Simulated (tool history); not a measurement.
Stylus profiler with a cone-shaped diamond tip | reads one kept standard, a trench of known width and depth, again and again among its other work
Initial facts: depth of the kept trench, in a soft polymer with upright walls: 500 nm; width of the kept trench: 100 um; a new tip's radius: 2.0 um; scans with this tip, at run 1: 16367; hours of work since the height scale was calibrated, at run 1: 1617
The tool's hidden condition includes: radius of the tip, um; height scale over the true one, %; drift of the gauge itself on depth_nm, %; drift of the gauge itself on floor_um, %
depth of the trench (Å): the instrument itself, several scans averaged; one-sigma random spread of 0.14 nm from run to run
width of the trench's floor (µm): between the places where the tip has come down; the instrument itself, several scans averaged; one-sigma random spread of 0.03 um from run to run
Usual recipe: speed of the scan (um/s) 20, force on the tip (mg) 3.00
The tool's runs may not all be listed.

run    day  speed of the scan (um/s)  force on the tip (mg)  scans with this tip  hours of work since the height scale was calibrated  depth of the trench (Å)  width of the trench's floor (µm)
  1  0.000                        20                   3.00                16367                                                 1617                   5076.0                             96.52
  2  0.479                         8                   3.00                16429                                                 1624                   5077.0                             96.59
  3  0.754                         8                   3.00                16464                                                 1627                   5077.0                             96.49
  4  1.200                         8                   3.00                16521                                                 1633                   5075.9                             96.55
  5  1.788                         8                   3.00                16597                                                 1640                   5079.2                             96.59
  6  2.279                        20                   3.00                16660                                                 1646                   5078.5                             96.51
  7  2.583                        20                   3.00                16699                                                 1650                   5076.2                             96.46
  8  3.067                        20                   3.00                16761                                                 1656                   5076.5                             96.51
  9  3.525                        20                   3.00                16820                                                 1662                   5074.8                             96.46
 10  3.854                         9                   3.00                16862                                                 1666                   5077.8                             96.57
 11  4.133                         9                   3.00                16898                                                 1670                   5077.4                             96.54
 12  4.562                        80                   3.00                16953                                                 1675                   5077.6                             96.13
 13  5.238                        80                   3.00                17040                                                 1684                   5078.4                             96.13
 14  5.875                        80                   3.00                17122                                                 1692                   5076.9                             96.11
 15  6.188                        80                   3.00                17162                                                 1696                   5077.6                             96.12
 16  6.650                        80                   3.00                17222                                                 1702                   5080.3                             96.08
 17  7.117                        80                   3.00                17281                                                 1708                   5076.9                             96.13
 18  7.571                        59                   5.00                17340                                                 1714                   5098.0                             96.29
 19  7.896                        70                   1.48                17381                                                 1718                   5059.1                             96.06
 20  8.525                        70                   1.48                17462                                                 1726                   5059.2                             96.02
 21  8.858                        70                   1.48                17505                                                 1730                   5063.1                             96.00
 22  9.425                        22                   1.68                17578                                                 1737                   5064.3                             96.36
 23  9.775                         7                   6.06                17622                                                 1741                   5111.2                             96.56

Here are 5 independent what-if runs from the current tool condition. What would each one return?
  A  10.083                        32                   1.62                17663                                                 1745                        ?                                 ?
  B  10.083                         8                   3.97                17663                                                 1745                        ?                                 ?
  C  10.083                        12                   2.00                17663                                                 1745                        ?                                 ?
  D  10.083                        20                   1.09                17663                                                 1745                        ?                                 ?
  E  10.083                         9                   6.45                17663                                                 1745                        ?                                 ?

run  depth of the trench (Å)  width of the trench's floor (µm)
  A                   5063.2                             96.34
  B                   5088.8                             96.54
  C                   5067.3                             96.48
  D                   5055.7                             96.36
  E                   5113.1                             96.55
The same runs, with their run-to-run variation unchanged, on a tool lacking any hidden condition would have given:
run  depth of the trench (Å)  width of the trench's floor (µm)
  A                   5035.4                             97.12
  B                   5060.9                             97.32
  C                   5039.4                             97.26
  D                   5027.9                             97.14
  E                   5085.1                             97.33
